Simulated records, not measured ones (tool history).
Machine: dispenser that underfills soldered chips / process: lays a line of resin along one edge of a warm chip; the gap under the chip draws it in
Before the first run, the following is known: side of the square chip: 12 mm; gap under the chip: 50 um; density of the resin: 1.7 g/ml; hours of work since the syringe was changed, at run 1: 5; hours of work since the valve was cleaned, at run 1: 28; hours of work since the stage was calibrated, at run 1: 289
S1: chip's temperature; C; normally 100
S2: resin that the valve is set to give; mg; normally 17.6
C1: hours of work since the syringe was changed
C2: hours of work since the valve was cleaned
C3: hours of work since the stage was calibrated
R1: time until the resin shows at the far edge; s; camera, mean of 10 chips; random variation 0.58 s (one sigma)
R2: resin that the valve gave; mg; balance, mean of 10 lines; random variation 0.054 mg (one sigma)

| run | hour | S1 | S2 | C1 | C2 | C3 | R1 | R2 |
|---|---|---|---|---|---|---|---|---|
| 1 | 0 | 100 | 17.6 | 5 | 28 | 289 | 64.6 | 17.16 |
|  | 8.2 | new syringe of resin |
| 2 | 10.8 | 100 | 17.6 | 2 | 37 | 297 | 56.5 | 16.95 |
|  | 22.5 | new syringe of resin |
| 3 | 22.5 | 100 | 17.6 | 0 | 46 | 306 | 52.5 | 16.9 |
| 4 | 29.5 | 114 | 17.6 | 6 | 51 | 312 | 47.6 | 16.87 |
|  | 31.5 | dispensing valve cleaned and set on the balance |
|  | 37.6 | new syringe of resin |
| 5 | 37.8 | 114 | 18.1 | 0 | 5 | 318 | 36.5 | 18.06 |
| 6 | 46.5 | 114 | 18.1 | 7 | 12 | 324 | 49.8 | 17.85 |
|  | 51.2 | new syringe of resin |
| 7 | 57.3 | 114 | 18.1 | 5 | 20 | 333 | 45.1 | 17.72 |
|  | 64.9 | new syringe of resin |
| 8 | 69.3 | 114 | 18.1 | 4 | 29 | 342 | 42.6 | 17.47 |
|  | 79.3 | new syringe of resin |
| 9 | 80.5 | 114 | 18.1 | 1 | 38 | 351 | 37.6 | 17.38 |
| 10 | 85.5 | 100 | 17.6 | 5 | 42 | 355 | 68.4 | 16.82 |
|  | 92.9 | new syringe of resin |
| 11 | 97.3 | 100 | 18.5 | 4 | 51 | 364 | 62.3 | 17.64 |
|  | 99.4 | dispensing valve cleaned and set on the balance |
|  | 107.9 | new syringe of resin |
| 12 | 108.9 | 100 | 18.5 | 1 | 7 | 372 | 54.1 | 18.41 |
| 13 | 115.9 | 100 | 16 | 6 | 13 | 378 | 72.7 | 15.8 |
|  | 121.5 | new syringe of resin |
| 14 | 126.6 | 100 | 16 | 4 | 21 | 386 | 66 | 15.72 |
|  | 135.7 | new syringe of resin |
| 15 | 139 | 100 | 16 | 3 | 31 | 395 | 60.2 | 15.59 |
|  | 149.7 | new syringe of resin |
| 16 | 149.7 | 100 | 16 | 0 | 39 | 404 | 54 | 15.47 |
| 17 | 158.7 | 100 | 16 | 7 | 46 | 411 | 76.1 | 15.25 |
|  | 163.6 | new syringe of resin |
|  | 167.4 | dispensing valve cleaned and set on the balance |
| 18 | 170.5 | 88 | 15 | 5 | 2 | 419 | 98.7 | 15.02 |
|  | 176.6 | stage's temperature calibrated |
|  | 179.6 | new syringe of resin |
| 19 | 183.7 | 92 | 17 | 3 | 12 | 5 | 74 | 16.87 |
| 20 | 190.7 | 108 | 19.6 | 9 | 17 | 11 | 59.4 | 19.35 |
|  | 193.2 | new syringe of resin |
| 21 | 198.7 | 88 | 18.6 | 4 | 24 | 17 | 85 | 18.23 |
|  | 207 | new syringe of resin |
| 22 | 210.4 | 102 | 22.1 | 3 | 33 | 26 | 52.7 | 21.38 |
| 23 | 218.2 | 93 | 17.9 | 9 | 39 | 32 | 91.5 | 17.3 |
|  | 221.1 | new syringe of resin |
| 24 | 225.4 | 99 | 15.6 | 3 | 44 | 38 | 62.6 | 14.96 |
| 25 | 232.3 | 111 | 22.8 | 9 | 50 | 43 | 56 | 21.78 |
|  | 235.1 | new syringe of resin |
|  | 237.1 | dispensing valve cleaned and set on the balance |
| 26 | 243.8 | 102 | 16.7 | 6 | 5 | 51 | 65.2 | 16.56 |
|  | 249.7 | new syringe of resin |
| 27 | 255.8 | 94 | 16.7 | 5 | 15 | 61 | 76.4 | 16.48 |
| 28 | 261.1 | 96 | 19.5 | 9 | 19 | 65 | 84.4 | 19.25 |
|  | 264 | new syringe of resin |
| 29 | 270.5 | 100 | 19.3 | 5 | 26 | 72 | 61.3 | 18.82 |
|  | 277.9 | new syringe of resin |
| 30 | 283.2 | 100 | 19.3 | 4 | 36 | 82 | 60 | 18.66 |
| 31 | 289.9 | 100 | 19.3 | 9 | 41 | 87 | 78.3 | 18.46 |
|  | 292 | new syringe of resin |
| 32 | 302.2 | 100 | 17.5 | 8 | 51 | 97 | 74.4 | 16.65 |
|  | 305.1 | dispensing valve cleaned and set on the balance |
|  | 306.8 | new syringe of resin |
| 33 | 311.2 | 90 | 15.3 | 3 | 5 | 103 | 80.5 | 15.17 |
|  | 320.7 | new syringe of resin |
| 34 | 322.8 | 90 | 15.3 | 2 | 14 | 112 | 74.9 | 15.09 |

Below are 4 alternative next runs, each starting from the tool's condition after run 34. Predict each:
| A | 332.1 | 109 | 16.8 | 9 | 21 | 119 | ? | ? |
| B | 332.1 | 90 | 15.2 | 9 | 21 | 119 | ? | ? |
| C | 332.1 | 109 | 17.1 | 9 | 21 | 119 | ? | ? |
| D | 332.1 | 90 | 19.3 | 9 | 21 | 119 | ? | ? |

| run | R1 | R2 |
|---|---|---|
| A | 60.8 | 16.46 |
| B | 108.9 | 14.85 |
| C | 60 | 16.76 |
| D | 102.4 | 18.94 |
With no hidden state in the tool, these same runs would have given:
| run | R1 | R2 |
|---|---|---|
| A | 39 | 16.82 |
| B | 69.6 | 15.18 |
| C | 38.3 | 17.13 |
| D | 65.5 | 19.36 |
